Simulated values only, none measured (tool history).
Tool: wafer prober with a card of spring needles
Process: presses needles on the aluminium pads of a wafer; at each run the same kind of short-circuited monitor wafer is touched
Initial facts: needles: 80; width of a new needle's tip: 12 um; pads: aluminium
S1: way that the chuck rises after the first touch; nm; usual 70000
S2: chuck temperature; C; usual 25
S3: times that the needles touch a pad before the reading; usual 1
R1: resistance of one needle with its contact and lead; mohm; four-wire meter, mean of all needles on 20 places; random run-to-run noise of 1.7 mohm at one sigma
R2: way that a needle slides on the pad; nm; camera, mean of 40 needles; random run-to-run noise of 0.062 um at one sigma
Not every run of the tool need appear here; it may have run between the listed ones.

Run 1, hour 0.0: usual settings. Result: R1 243 mohm, R2 15610 nm.
At hour 6.9: tips cleaned on abrasive film.
At hour 13.9: tips cleaned on abrasive film.
At hour 20.8: tips cleaned on abrasive film.
At hour 27.7: tips cleaned on abrasive film.
At hour 34.6: tips cleaned on abrasive film.
At hour 40.2: tips cleaned on abrasive film.
At hour 47.1: tips cleaned on abrasive film.
At hour 52.7: tips cleaned on abrasive film.
At hour 59.4: tips cleaned on abrasive film.
Run 2, hour 59.4: usual settings. Result: R1 242 mohm, R2 15610 nm.
At hour 65.0: tips cleaned on abrasive film.
At hour 71.9: tips cleaned on abrasive film.
At hour 77.5: tips cleaned on abrasive film.
At hour 84.4: tips cleaned on abrasive film.
At hour 91.3: tips cleaned on abrasive film.
At hour 98.3: tips cleaned on abrasive film.
At hour 103.8: tips cleaned on abrasive film.
At hour 110.8: tips cleaned on abrasive film.
At hour 116.3: tips cleaned on abrasive film.
At hour 123.2: tips cleaned on abrasive film.
Run 3, hour 123.2: usual settings. Result: R1 244 mohm, R2 15580 nm.
At hour 130.1: tips cleaned on abrasive film.
At hour 137.0: tips cleaned on abrasive film.
At hour 144.0: tips cleaned on abrasive film.
At hour 150.9: tips cleaned on abrasive film.
Run 4, hour 152.3: usual settings. Result: R1 245 mohm, R2 15560 nm.
At hour 156.5: tips cleaned on abrasive film.
At hour 163.5: tips cleaned on abrasive film.
At hour 170.4: tips cleaned on abrasive film.
At hour 176.0: tips cleaned on abrasive film.
At hour 182.9: tips cleaned on abrasive film.
At hour 189.8: tips cleaned on abrasive film.
At hour 196.7: tips cleaned on abrasive film.
Run 5, hour 196.7: usual settings. Result: R1 241 mohm, R2 15500 nm.
At hour 202.2: tips cleaned on abrasive film.
At hour 209.1: tips cleaned on abrasive film.
At hour 216.1: tips cleaned on abrasive film.
At hour 223.0: tips cleaned on abrasive film.
At hour 228.6: tips cleaned on abrasive film.
At hour 235.5: tips cleaned on abrasive film.
At hour 242.4: tips cleaned on abrasive film.
Run 6, hour 246.3: usual settings. Result: R1 245 mohm, R2 15510 nm.
At hour 249.1: tips cleaned on abrasive film.
At hour 256.1: tips cleaned on abrasive film.
At hour 263.0: tips cleaned on abrasive film.
At hour 269.9: tips cleaned on abrasive film.
At hour 275.5: tips cleaned on abrasive film.
Run 7, hour 278.0: usual settings. Result: R1 244 mohm, R2 15440 nm.
At hour 282.2: tips cleaned on abrasive film.
At hour 289.1: tips cleaned on abrasive film.
At hour 296.0: tips cleaned on abrasive film.
At hour 303.0: tips cleaned on abrasive film.
At hour 309.9: tips cleaned on abrasive film.
Run 8, hour 315.0: usual settings. Result: R1 242 mohm, R2 15490 nm.
At hour 316.4: tips cleaned on abrasive film.
At hour 323.4: tips cleaned on abrasive film.
At hour 330.3: tips cleaned on abrasive film.
At hour 337.2: tips cleaned on abrasive film.
At hour 344.2: tips cleaned on abrasive film.
At hour 351.1: tips cleaned on abrasive film.
Run 9, hour 355.5: usual settings. Result: R1 246 mohm, R2 15520 nm.
At hour 357.0: tips cleaned on abrasive film.
At hour 363.9: tips cleaned on abrasive film.
At hour 369.5: tips cleaned on abrasive film.
At hour 376.4: tips cleaned on abrasive film.
At hour 383.3: tips cleaned on abrasive film.
At hour 390.3: tips cleaned on abrasive film.
Run 10, hour 394.4: usual settings. Result: R1 243 mohm, R2 15490 nm.
At hour 396.8: tips cleaned on abrasive film.
At hour 403.8: tips cleaned on abrasive film.
At hour 409.3: tips cleaned on abrasive film.
At hour 416.2: tips cleaned on abrasive film.
At hour 421.8: tips cleaned on abrasive film.
At hour 428.7: tips cleaned on abrasive film.
At hour 429.0: height of the first contact set anew.
Run 11, hour 433.9: usual settings. Result: R1 241 mohm, R2 15430 nm.
At hour 435.4: tips cleaned on abrasive film.
At hour 440.9: tips cleaned on abrasive film.
At hour 447.9: tips cleaned on abrasive film.
At hour 454.8: tips cleaned on abrasive film.
At hour 461.7: tips cleaned on abrasive film.
At hour 468.6: tips cleaned on abrasive film.
At hour 474.2: tips cleaned on abrasive film.
At hour 481.1: tips cleaned on abrasive film.
Run 12, hour 485.0: usual settings but S1 57000 nm, S2 45 C, S3 2. Result: R1 253 mohm, R2 12570 nm.
At hour 487.8: tips cleaned on abrasive film.
At hour 494.7: tips cleaned on abrasive film.
At hour 501.6: tips cleaned on abrasive film.
At hour 508.6: tips cleaned on abrasive film.
Run 13, hour 513.0: usual settings but S1 57000 nm, S2 45 C, S3 2. Result: R1 250 mohm, R2 12670 nm.
At hour 514.5: tips cleaned on abrasive film.
At hour 520.0: tips cleaned on abrasive film.
At hour 527.0: tips cleaned on abrasive film.
At hour 532.5: tips cleaned on abrasive film.
At hour 539.4: tips cleaned on abrasive film.
At hour 546.4: tips cleaned on abrasive film.
At hour 553.3: tips cleaned on abrasive film.
At hour 560.2: tips cleaned on abrasive film.
At hour 567.2: tips cleaned on abrasive film.
At hour 574.1: tips cleaned on abrasive film.
Run 14, hour 575.9: usual settings but S1 61000 nm, S2 27 C, S3 2. Result: R1 246 mohm, R2 13460 nm.
At hour 580.1: tips cleaned on abrasive film.
At hour 587.0: tips cleaned on abrasive film.
At hour 592.6: tips cleaned on abrasive film.
At hour 599.5: tips cleaned on abrasive film.
At hour 606.4: tips cleaned on abrasive film.
At hour 613.3: tips cleaned on abrasive film.
Run 15, hour 616.9: usual settings but S1 83000 nm, S2 40 C. Result: R1 247 mohm, R2 18270 nm.
At hour 619.7: tips cleaned on abrasive film.
At hour 625.3: tips cleaned on abrasive film.
At hour 632.2: tips cleaned on abrasive film.
At hour 639.1: tips cleaned on abrasive film.
At hour 646.0: tips cleaned on abrasive film.
At hour 653.0: tips cleaned on abrasive film.
At hour 658.5: tips cleaned on abrasive film.
At hour 665.5: tips cleaned on abrasive film.
At hour 671.0: tips cleaned on abrasive film.
Run 16, hour 671.5: usual settings but S1 74000 nm, S2 40 C. Result: R1 249 mohm, R2 16210 nm.
At hour 677.1: tips cleaned on abrasive film.
At hour 682.6: tips cleaned on abrasive film.
At hour 689.6: tips cleaned on abrasive film.
At hour 696.5: tips cleaned on abrasive film.
At hour 703.4: tips cleaned on abrasive film.
At hour 710.4: tips cleaned on abrasive film.
At hour 717.3: tips cleaned on abrasive film.
At hour 724.2: tips cleaned on abrasive film.
Run 17, hour 729.6: usual settings but S1 74000 nm, S2 40 C. Result: R1 247 mohm, R2 16170 nm.
At hour 731.0: tips cleaned on abrasive film.
At hour 738.0: tips cleaned on abrasive film.
At hour 744.9: tips cleaned on abrasive film.
At hour 750.5: tips cleaned on abrasive film.
At hour 757.4: tips cleaned on abrasive film.
At hour 764.3: tips cleaned on abrasive film.
At hour 771.2: tips cleaned on abrasive film.
At hour 778.1: tips cleaned on abrasive film.
Run 18, hour 778.1: usual settings but S1 56000 nm, S2 28 C, S3 2. Result: R1 244 mohm, R2 12210 nm.
At hour 785.0: tips cleaned on abrasive film.
At hour 791.9: tips cleaned on abrasive film.
At hour 797.5: tips cleaned on abrasive film.
At hour 804.4: tips cleaned on abrasive film.
At hour 811.3: tips cleaned on abrasive film.
At hour 818.3: tips cleaned on abrasive film.
At hour 823.8: tips cleaned on abrasive film.
At hour 830.8: tips cleaned on abrasive film.
Run 19, hour 833.3: usual settings but S1 71000 nm, S2 81 C, S3 2. Result: R1 257 mohm, R2 15540 nm.
At hour 837.5: tips cleaned on abrasive film.
At hour 843.1: tips cleaned on abrasive film.
At hour 850.0: tips cleaned on abrasive film.
At hour 855.6: tips cleaned on abrasive film.
At hour 862.5: tips cleaned on abrasive film.
At hour 869.4: tips cleaned on abrasive film.
Run 20, hour 871.9: usual settings but S1 71000 nm, S2 81 C, S3 2. Result: R1 258 mohm, R2 15570 nm.
At hour 876.1: tips cleaned on abrasive film.
At hour 877.8: height of the first contact set anew.
At hour 883.3: tips cleaned on abrasive film.
At hour 890.3: tips cleaned on abrasive film.
At hour 895.8: tips cleaned on abrasive film.
At hour 902.8: tips cleaned on abrasive film.
At hour 908.3: tips cleaned on abrasive film.
At hour 915.2: tips cleaned on abrasive film.
Run 21, hour 918.1: usual settings but S1 54000 nm, S2 81 C. Result: R1 256 mohm, R2 11790 nm.

Each row is a separate what-if for the run after 21, all from the same tool condition, not one after another. Results?
At hour 920.9: tips cleaned on abrasive film.
At hour 927.9: tips cleaned on abrasive film.
At hour 934.8: tips cleaned on abrasive film.
At hour 940.3: tips cleaned on abrasive film.
At hour 947.3: tips cleaned on abrasive film.
At hour 954.2: tips cleaned on abrasive film.
At hour 961.1: tips cleaned on abrasive film.
At hour 968.1: tips cleaned on abrasive film.
At hour 973.6: tips cleaned on abrasive film.
At hour 980.5: tips cleaned on abrasive film.
Run A, hour 985.1: usual settings but S1 79000 nm. Result: R1 ?, R2 ?.
At hour 920.9: tips cleaned on abrasive film.
At hour 927.9: tips cleaned on abrasive film.
At hour 934.8: tips cleaned on abrasive film.
At hour 940.3: tips cleaned on abrasive film.
At hour 947.3: tips cleaned on abrasive film.
At hour 954.2: tips cleaned on abrasive film.
At hour 961.1: tips cleaned on abrasive film.
At hour 968.1: tips cleaned on abrasive film.
At hour 973.6: tips cleaned on abrasive film.
At hour 980.5: tips cleaned on abrasive film.
Run B, hour 985.1: usual settings but S2 27 C. Result: R1 ?, R2 ?.
At hour 920.9: tips cleaned on abrasive film.
At hour 927.9: tips cleaned on abrasive film.
At hour 934.8: tips cleaned on abrasive film.
At hour 940.3: tips cleaned on abrasive film.
At hour 947.3: tips cleaned on abrasive film.
At hour 954.2: tips cleaned on abrasive film.
At hour 961.1: tips cleaned on abrasive film.
At hour 968.1: tips cleaned on abrasive film.
At hour 973.6: tips cleaned on abrasive film.
At hour 980.5: tips cleaned on abrasive film.
Run C, hour 985.1: usual settings but S1 63000 nm, S2 61 C, S3 2. Result: R1 ?, R2 ?.

run   R1     R2
  A  242  17300
  B  244  15250
  C  253  13660
With no hidden state in the tool, these same runs would have given:
run   R1     R2
  A  241  17720
  B  243  15620
  C  252  13990
